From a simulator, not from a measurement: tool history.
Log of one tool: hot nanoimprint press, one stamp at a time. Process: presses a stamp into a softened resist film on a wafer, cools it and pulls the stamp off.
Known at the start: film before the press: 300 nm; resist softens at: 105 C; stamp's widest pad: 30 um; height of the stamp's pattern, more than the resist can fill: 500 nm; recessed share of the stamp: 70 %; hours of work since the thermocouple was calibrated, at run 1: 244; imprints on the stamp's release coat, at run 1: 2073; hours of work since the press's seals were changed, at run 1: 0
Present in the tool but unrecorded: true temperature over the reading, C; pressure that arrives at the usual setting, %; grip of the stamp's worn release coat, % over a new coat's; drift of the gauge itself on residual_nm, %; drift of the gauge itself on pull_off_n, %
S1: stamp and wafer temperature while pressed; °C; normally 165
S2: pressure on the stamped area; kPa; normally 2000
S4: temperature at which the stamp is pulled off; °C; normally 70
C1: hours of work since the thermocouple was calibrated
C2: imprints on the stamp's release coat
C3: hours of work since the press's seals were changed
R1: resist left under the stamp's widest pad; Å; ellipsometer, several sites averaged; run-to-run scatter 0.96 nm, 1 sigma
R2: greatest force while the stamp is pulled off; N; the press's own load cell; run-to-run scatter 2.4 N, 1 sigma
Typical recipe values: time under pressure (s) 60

Run 1, hour 0: usual settings; C1 244; C2 2073; C3 0. Result: R1 1520 Å, R2 114 N.
At hour 40.7: stamp cleaned and given a new release coat.
Run 2, hour 52.6: usual settings; C1 273; C2 39; C3 29. Result: R1 1511 Å, R2 112 N.
Run 3, hour 104: usual settings; C1 305; C2 209; C3 61. Result: R1 1543 Å, R2 113 N.
Run 4, hour 141.2: usual settings; C1 328; C2 332; C3 84. Result: R1 1520 Å, R2 110 N.
Run 5, hour 178: usual settings; C1 351; C2 453; C3 106. Result: R1 1530 Å, R2 111 N.
At hour 185.9: plate thermocouple calibrated.
Run 6, hour 216.5: usual settings; C1 19; C2 570; C3 128. Result: R1 1493 Å, R2 119 N.
Run 7, hour 245.8: usual settings; C1 37; C2 667; C3 147. Result: R1 1516 Å, R2 109 N.
Run 8, hour 295.5: usual settings; C1 68; C2 831; C3 177. Result: R1 1525 Å, R2 110 N.
Run 9, hour 324.6: usual settings but S4 61 °C; C1 86; C2 927; C3 195. Result: R1 1528 Å, R2 119 N.
Run 10, hour 381.2: usual settings but S4 61 °C; C1 121; C2 1114; C3 230. Result: R1 1500 Å, R2 122 N.
Run 11, hour 427.5: usual settings but S4 61 °C; C1 150; C2 1267; C3 259. Result: R1 1534 Å, R2 125 N.
Run 12, hour 450.9: usual settings but S2 2840 kPa; C1 164; C2 1344; C3 274. Result: R1 1267 Å, R2 111 N.
Run 13, hour 487.5: usual settings but S4 61 °C; C1 187; C2 1465; C3 296. Result: R1 1507 Å, R2 122 N.
Run 14, hour 521.5: usual settings but S2 1530 kPa, time under pressure (s) 55, S4 60 °C; C1 208; C2 1577; C3 317. Result: R1 1784 Å, R2 129 N.
Run 15, hour 560.5: usual settings but S1 174 °C, S2 1530 kPa, time under pressure (s) 55, S4 72 °C; C1 232; C2 1706; C3 341. Result: R1 1162 Å, R2 107 N.
Run 16, hour 585.8: usual settings but S1 166 °C, S2 1230 kPa, time under pressure (s) 55, S4 71 °C; C1 248; C2 1789; C3 357. Result: R1 1846 Å, R2 112 N.
Run 17, hour 617.8: usual settings but S1 166 °C, S2 1230 kPa, time under pressure (s) 55, S4 71 °C; C1 267; C2 1895; C3 377. Result: R1 1839 Å, R2 113 N.
Run 18, hour 660.5: usual settings but S1 167 °C, S2 2860 kPa, time under pressure (s) 82, S4 65 °C; C1 294; C2 2036; C3 403. Result: R1 1027 Å, R2 119 N.
Run 19, hour 685.8: usual settings but S1 167 °C, S2 2860 kPa, time under pressure (s) 82, S4 65 °C; C1 309; C2 2119; C3 419. Result: R1 1001 Å, R2 118 N.
At hour 715.5: stamp cleaned and given a new release coat.
Run 20, hour 739.5: usual settings but S1 167 °C, S2 2860 kPa, time under pressure (s) 82, S4 65 °C; C1 339; C2 79; C3 448. Result: R1 1009 Å, R2 115 N.
At hour 764: plate thermocouple calibrated.
Run 21, hour 766.8: usual settings but S1 164 °C, time under pressure (s) 38, S4 62 °C; C1 2; C2 160; C3 463. Result: R1 1844 Å, R2 121 N.
Run 22, hour 794.1: usual settings but S2 1760 kPa; C1 19; C2 250; C3 480. Result: R1 1608 Å, R2 108 N.
Run 23, hour 819: usual settings but time under pressure (s) 31, S4 57 °C; C1 34; C2 332; C3 496. Result: R1 1852 Å, R2 133 N.
Run 24, hour 846.8: usual settings but S1 159 °C, time under pressure (s) 46, S4 60 °C; C1 51; C2 424; C3 513. Result: R1 2118 Å, R2 124 N.
Run 25, hour 901.4: usual settings but S2 2880 kPa, time under pressure (s) 92, S4 61 °C; C1 85; C2 604; C3 547. Result: R1 1090 Å, R2 124 N.

Branching from run 25: 4 alternative next runs. What would each branch give?
Run A, hour 933.9: usual settings but S1 166 °C, S2 2880 kPa, time under pressure (s) 57, S4 61 °C; C1 105; C2 711; C3 567. Result: R1 ?, R2 ?.
Run B, hour 933.9: usual settings but time under pressure (s) 39, S4 56 °C; C1 105; C2 711; C3 567. Result: R1 ?, R2 ?.
Run C, hour 933.9: usual settings but S2 2700 kPa, time under pressure (s) 82, S4 75 °C; C1 105; C2 711; C3 567. Result: R1 ?, R2 ?.
Run D, hour 933.9: usual settings but S1 154 °C, S2 2880 kPa, time under pressure (s) 92, S4 61 °C; C1 105; C2 711; C3 567. Result: R1 ?, R2 ?.

run    R1   R2
  A  1228  125
  B  1748  130
  C  1180  108
  D  1934  121
Without the tool's unlogged condition, the same runs would have read:
run    R1   R2
  A  1227  125
  B  1747  129
  C  1179  107
  D  1933  120
